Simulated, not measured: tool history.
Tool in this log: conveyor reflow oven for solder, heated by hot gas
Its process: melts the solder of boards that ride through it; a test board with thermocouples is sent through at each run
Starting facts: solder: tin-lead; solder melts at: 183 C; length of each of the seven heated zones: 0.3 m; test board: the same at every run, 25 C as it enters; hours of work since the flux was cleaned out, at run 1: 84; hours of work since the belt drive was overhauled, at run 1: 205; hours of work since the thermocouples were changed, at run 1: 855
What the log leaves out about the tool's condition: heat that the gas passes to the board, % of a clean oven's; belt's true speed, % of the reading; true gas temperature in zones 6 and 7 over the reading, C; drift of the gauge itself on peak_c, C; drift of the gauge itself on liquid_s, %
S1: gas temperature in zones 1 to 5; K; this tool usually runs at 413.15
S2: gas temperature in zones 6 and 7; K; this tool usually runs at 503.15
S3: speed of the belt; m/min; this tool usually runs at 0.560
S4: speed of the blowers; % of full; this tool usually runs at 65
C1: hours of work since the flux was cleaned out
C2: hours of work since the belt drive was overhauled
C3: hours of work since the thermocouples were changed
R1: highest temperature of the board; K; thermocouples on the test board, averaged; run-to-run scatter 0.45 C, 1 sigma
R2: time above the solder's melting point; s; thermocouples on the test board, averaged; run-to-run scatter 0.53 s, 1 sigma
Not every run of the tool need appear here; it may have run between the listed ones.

{"run": 1, "hour": 0.0, "S1": 413.15, "S2": 503.15, "S3": 0.56, "S4": 65, "C1": 84, "C2": 205, "C3": 855, "R1": 481.05, "R2": 40.6}
{"hour": 3.8, "done": "thermocouples of zones 6 and 7 changed"}
{"run": 2, "hour": 6.9, "S1": 413.15, "S2": 503.15, "S3": 0.56, "S4": 65, "C1": 87, "C2": 208, "C3": 2, "R1": 480.55, "R2": 40.8}
{"run": 3, "hour": 16.5, "S1": 413.15, "S2": 503.15, "S3": 0.56, "S4": 65, "C1": 93, "C2": 214, "C3": 8, "R1": 480.95, "R2": 40.4}
{"run": 4, "hour": 21.9, "S1": 413.15, "S2": 503.15, "S3": 0.56, "S4": 65, "C1": 96, "C2": 217, "C3": 11, "R1": 480.95, "R2": 40.4}
{"run": 5, "hour": 30.3, "S1": 413.15, "S2": 503.15, "S3": 0.56, "S4": 65, "C1": 101, "C2": 222, "C3": 16, "R1": 481.35, "R2": 40.1}
{"run": 6, "hour": 38.9, "S1": 413.15, "S2": 503.15, "S3": 0.56, "S4": 65, "C1": 106, "C2": 228, "C3": 21, "R1": 481.65, "R2": 39.9}
{"run": 7, "hour": 46.2, "S1": 413.15, "S2": 503.15, "S3": 0.559, "S4": 65, "C1": 110, "C2": 232, "C3": 26, "R1": 482.25, "R2": 40.4}
{"run": 8, "hour": 50.4, "S1": 413.15, "S2": 503.15, "S3": 0.596, "S4": 65, "C1": 113, "C2": 235, "C3": 28, "R1": 479.05, "R2": 35.3}
{"run": 9, "hour": 57.3, "S1": 413.15, "S2": 503.15, "S3": 0.596, "S4": 65, "C1": 117, "C2": 239, "C3": 32, "R1": 478.75, "R2": 35.6}
{"run": 10, "hour": 66.2, "S1": 413.15, "S2": 503.15, "S3": 0.596, "S4": 65, "C1": 123, "C2": 244, "C3": 38, "R1": 479.25, "R2": 35.0}
{"run": 11, "hour": 70.8, "S1": 413.15, "S2": 503.15, "S3": 0.596, "S4": 65, "C1": 125, "C2": 247, "C3": 40, "R1": 478.45, "R2": 36.2}
{"run": 12, "hour": 77.8, "S1": 413.15, "S2": 503.15, "S3": 0.596, "S4": 65, "C1": 130, "C2": 251, "C3": 45, "R1": 478.35, "R2": 34.8}
{"run": 13, "hour": 83.0, "S1": 413.15, "S2": 503.15, "S3": 0.596, "S4": 65, "C1": 133, "C2": 254, "C3": 48, "R1": 478.85, "R2": 35.3}
{"run": 14, "hour": 90.6, "S1": 413.15, "S2": 503.15, "S3": 0.596, "S4": 65, "C1": 137, "C2": 259, "C3": 52, "R1": 478.25, "R2": 35.2}
{"run": 15, "hour": 98.1, "S1": 413.15, "S2": 503.15, "S3": 0.56, "S4": 65, "C1": 142, "C2": 263, "C3": 57, "R1": 481.85, "R2": 40.8}
{"run": 16, "hour": 108.3, "S1": 413.15, "S2": 503.15, "S3": 0.56, "S4": 65, "C1": 148, "C2": 270, "C3": 63, "R1": 480.75, "R2": 40.0}
{"run": 17, "hour": 115.0, "S1": 408.15, "S2": 504.15, "S3": 0.488, "S4": 57, "C1": 152, "C2": 274, "C3": 67, "R1": 483.35, "R2": 46.8}
{"run": 18, "hour": 121.1, "S1": 414.15, "S2": 502.15, "S3": 0.501, "S4": 54, "C1": 156, "C2": 277, "C3": 71, "R1": 480.75, "R2": 44.1}
{"run": 19, "hour": 128.3, "S1": 414.15, "S2": 502.15, "S3": 0.501, "S4": 54, "C1": 160, "C2": 282, "C3": 75, "R1": 480.35, "R2": 44.5}
{"run": 20, "hour": 136.9, "S1": 414.15, "S2": 502.15, "S3": 0.501, "S4": 54, "C1": 165, "C2": 287, "C3": 80, "R1": 480.05, "R2": 44.2}
{"run": 21, "hour": 143.7, "S1": 414.15, "S2": 502.15, "S3": 0.501, "S4": 54, "C1": 169, "C2": 291, "C3": 85, "R1": 479.95, "R2": 44.8}
{"run": 22, "hour": 149.2, "S1": 414.15, "S2": 502.15, "S3": 0.501, "S4": 75, "C1": 173, "C2": 294, "C3": 88, "R1": 486.55, "R2": 52.6}
{"run": 23, "hour": 157.7, "S1": 413.15, "S2": 495.15, "S3": 0.451, "S4": 80, "C1": 178, "C2": 299, "C3": 93, "R1": 485.35, "R2": 56.9}
{"run": 24, "hour": 167.3, "S1": 422.15, "S2": 495.15, "S3": 0.451, "S4": 80, "C1": 184, "C2": 305, "C3": 99, "R1": 485.75, "R2": 63.0}
{"run": 25, "hour": 177.7, "S1": 423.15, "S2": 503.15, "S3": 0.56, "S4": 65, "C1": 190, "C2": 311, "C3": 105, "R1": 483.15, "R2": 47.0}
{"run": 26, "hour": 187.6, "S1": 405.15, "S2": 493.15, "S3": 0.458, "S4": 60, "C1": 196, "C2": 317, "C3": 111, "R1": 475.95, "R2": 42.7}
{"run": 27, "hour": 194.3, "S1": 413.15, "S2": 507.15, "S3": 0.54, "S4": 80, "C1": 200, "C2": 322, "C3": 115, "R1": 490.15, "R2": 50.9}
{"run": 28, "hour": 203.0, "S1": 401.15, "S2": 517.15, "S3": 0.56, "S4": 65, "C1": 205, "C2": 327, "C3": 120, "R1": 489.15, "R2": 43.7}

Run 29 is up next; what results do you expect?
{"run": 29, "hour": 210.1, "S1": 401.15, "S2": 502.15, "S3": 0.589, "S4": 61, "C1": 210, "C2": 331, "C3": 125, "R1": "?", "R2": "?"}

{"run 29": {"R1": 473.75, "R2": 27.5}}
Take away the tool's hidden state, keep the run-to-run variation as it was, and the same run would have given R1 473.95 K, R2 27.7 s.
